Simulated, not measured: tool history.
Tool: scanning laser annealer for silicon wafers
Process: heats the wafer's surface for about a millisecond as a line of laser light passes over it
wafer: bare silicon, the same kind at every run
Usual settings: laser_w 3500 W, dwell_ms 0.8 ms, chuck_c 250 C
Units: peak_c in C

run,day,laser_w,dwell_ms,chuck_c,peak_c
1,0,3500,0.8,250,1089
2,0.312,3500,0.8,250,1087
3,0.825,3500,0.8,250,1084
4,1.221,3500,0.8,250,1084
5,1.525,3500,0.8,250,1088
6,1.842,3500,0.8,250,1086
7,2.3,3124,0.932,250,1056
8,2.858,3158,0.734,250,987
9,3.279,3158,0.734,250,984
10,3.758,3448,0.706,250,1032
11,4.121,3448,0.706,250,1033
12,4.546,3448,0.706,250,1031

Forecast each of these 5 alternatives for the next run:
A,5.121,3061,0.706,250,?
B,5.121,3500,0.763,250,?
C,5.121,3148,0.796,226,?
D,5.121,3448,0.76,250,?
E,5.121,3350,0.935,257,?

run,peak_c
A,953
B,1070
C,985
D,1057
E,1120
Without the tool's hidden state the same runs would have given:
run,peak_c
A,954
B,1071
C,985
D,1057
E,1120

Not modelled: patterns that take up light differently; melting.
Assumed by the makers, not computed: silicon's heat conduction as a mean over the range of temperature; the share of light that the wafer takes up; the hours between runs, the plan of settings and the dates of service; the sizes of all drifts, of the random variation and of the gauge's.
